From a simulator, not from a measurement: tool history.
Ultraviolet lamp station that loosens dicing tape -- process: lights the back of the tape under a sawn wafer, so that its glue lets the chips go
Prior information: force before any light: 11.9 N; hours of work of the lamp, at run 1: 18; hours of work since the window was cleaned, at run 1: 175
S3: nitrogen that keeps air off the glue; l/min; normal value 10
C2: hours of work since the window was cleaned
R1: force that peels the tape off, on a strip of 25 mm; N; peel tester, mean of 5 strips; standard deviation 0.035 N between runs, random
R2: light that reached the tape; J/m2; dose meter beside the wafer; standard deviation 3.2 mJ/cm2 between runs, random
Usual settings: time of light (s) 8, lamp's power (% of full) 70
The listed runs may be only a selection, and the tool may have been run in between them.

Run 1, hour 0: usual settings; hours of work of the lamp 18; C2 175. Result: R1 1.928 N, R2 4530 J/m2.
Run 2, hour 20.9: usual settings but lamp's power (% of full) 91; hours of work of the lamp 31; C2 188. Result: R1 1.261 N, R2 5930 J/m2.
Run 3, hour 40.8: usual settings; hours of work of the lamp 43; C2 200. Result: R1 2.013 N, R2 4510 J/m2.
Run 4, hour 54.8: usual settings; hours of work of the lamp 52; C2 209. Result: R1 2.117 N, R2 4460 J/m2.
Run 5, hour 76.6: usual settings but time of light (s) 10; hours of work of the lamp 65; C2 222. Result: R1 1.359 N, R2 5510 J/m2.
At hour 94.9: window cleaned of glue's vapour.
Run 6, hour 96.9: usual settings but time of light (s) 10, S3 6 l/min; hours of work of the lamp 77; C2 1. Result: R1 1.807 N, R2 6020 J/m2.
Run 7, hour 116.4: usual settings but S3 3 l/min; hours of work of the lamp 90; C2 13. Result: R1 3.897 N, R2 4740 J/m2.
Run 8, hour 126.7: usual settings; hours of work of the lamp 96; C2 20. Result: R1 1.816 N, R2 4750 J/m2.
Run 9, hour 143.3: usual settings; hours of work of the lamp 106; C2 30. Result: R1 1.856 N, R2 4700 J/m2.
Run 10, hour 160: usual settings; hours of work of the lamp 117; C2 40. Result: R1 1.913 N, R2 4670 J/m2.
Run 11, hour 178: usual settings; hours of work of the lamp 128; C2 52. Result: R1 1.86 N, R2 4660 J/m2.
Run 12, hour 189.3: usual settings; hours of work of the lamp 135; C2 59. Result: R1 1.873 N, R2 4590 J/m2.
Run 13, hour 209.4: usual settings but time of light (s) 11; hours of work of the lamp 147; C2 71. Result: R1 1.064 N, R2 6310 J/m2.
Run 14, hour 232.8: usual settings but time of light (s) 11; hours of work of the lamp 162; C2 85. Result: R1 1.059 N, R2 6220 J/m2.
Run 15, hour 247: usual settings but time of light (s) 10, lamp's power (% of full) 83, S3 17 l/min; hours of work of the lamp 170; C2 94. Result: R1 0.601 N, R2 6690 J/m2.
Run 16, hour 258.7: usual settings but time of light (s) 10, lamp's power (% of full) 83, S3 17 l/min; hours of work of the lamp 178; C2 102. Result: R1 0.629 N, R2 6720 J/m2.
Run 17, hour 269.3: usual settings but time of light (s) 10, lamp's power (% of full) 83, S3 17 l/min; hours of work of the lamp 184; C2 108. Result: R1 0.603 N, R2 6700 J/m2.
Run 18, hour 281.6: usual settings but time of light (s) 10, lamp's power (% of full) 83, S3 17 l/min; hours of work of the lamp 192; C2 116. Result: R1 0.606 N, R2 6620 J/m2.
Run 19, hour 304.5: usual settings but time of light (s) 6, lamp's power (% of full) 100, S3 5 l/min; hours of work of the lamp 206; C2 130. Result: R1 2.865 N, R2 4750 J/m2.
Run 20, hour 321.5: usual settings but time of light (s) 15, lamp's power (% of full) 100; hours of work of the lamp 217; C2 141. Result: R1 0.319 N, R2 11890 J/m2.
Run 21, hour 338.5: usual settings but time of light (s) 16, lamp's power (% of full) 75; hours of work of the lamp 227; C2 151. Result: R1 0.481 N, R2 9440 J/m2.
Run 22, hour 353.5: usual settings but time of light (s) 16, lamp's power (% of full) 78, S3 9 l/min; hours of work of the lamp 236; C2 160. Result: R1 0.477 N, R2 9700 J/m2.
Run 23, hour 374.5: usual settings but time of light (s) 4, lamp's power (% of full) 78, S3 9 l/min; hours of work of the lamp 250; C2 173. Result: R1 4.764 N, R2 2410 J/m2.
Run 24, hour 384.9: usual settings but time of light (s) 13, lamp's power (% of full) 93; hours of work of the lamp 256; C2 180. Result: R1 0.472 N, R2 9290 J/m2.
Run 25, hour 408.3: usual settings but time of light (s) 13, lamp's power (% of full) 93; hours of work of the lamp 270; C2 194. Result: R1 0.488 N, R2 9310 J/m2.
Run 26, hour 430.3: usual settings but time of light (s) 9, lamp's power (% of full) 93, S3 9 l/min; hours of work of the lamp 284; C2 208. Result: R1 1.127 N, R2 6350 J/m2.
Run 27, hour 452.7: usual settings; hours of work of the lamp 298; C2 222. Result: R1 2.216 N, R2 4170 J/m2.
Run 28, hour 463.1: usual settings but lamp's power (% of full) 64; hours of work of the lamp 304; C2 228. Result: R1 2.49 N, R2 3820 J/m2.

Forecast each of these 4 alternatives for the next run:
At hour 470.2: window cleaned of glue's vapour.
Run A, hour 475: usual settings but time of light (s) 4, lamp's power (% of full) 95, S3 12 l/min; hours of work of the lamp 311; C2 3. Result: R1 ?, R2 ?.
At hour 470.2: window cleaned of glue's vapour.
Run B, hour 475: usual settings but time of light (s) 5, lamp's power (% of full) 92, S3 4 l/min; hours of work of the lamp 311; C2 3. Result: R1 ?, R2 ?.
At hour 470.2: window cleaned of glue's vapour.
Run C, hour 475: usual settings but time of light (s) 7; hours of work of the lamp 311; C2 3. Result: R1 ?, R2 ?.
At hour 470.2: window cleaned of glue's vapour.
Run D, hour 475: usual settings but time of light (s) 15, lamp's power (% of full) 90, S3 6 l/min; hours of work of the lamp 311; C2 3. Result: R1 ?, R2 ?.

run     R1     R2
  A  3.077   3100
  B  4.153   3770
  C  2.407   4090
  D  0.531  11140
With no hidden state in the tool, these same runs would have given:
run     R1     R2
  A  2.823   3300
  B  3.887   4020
  C  2.177   4360
  D  0.468  11880
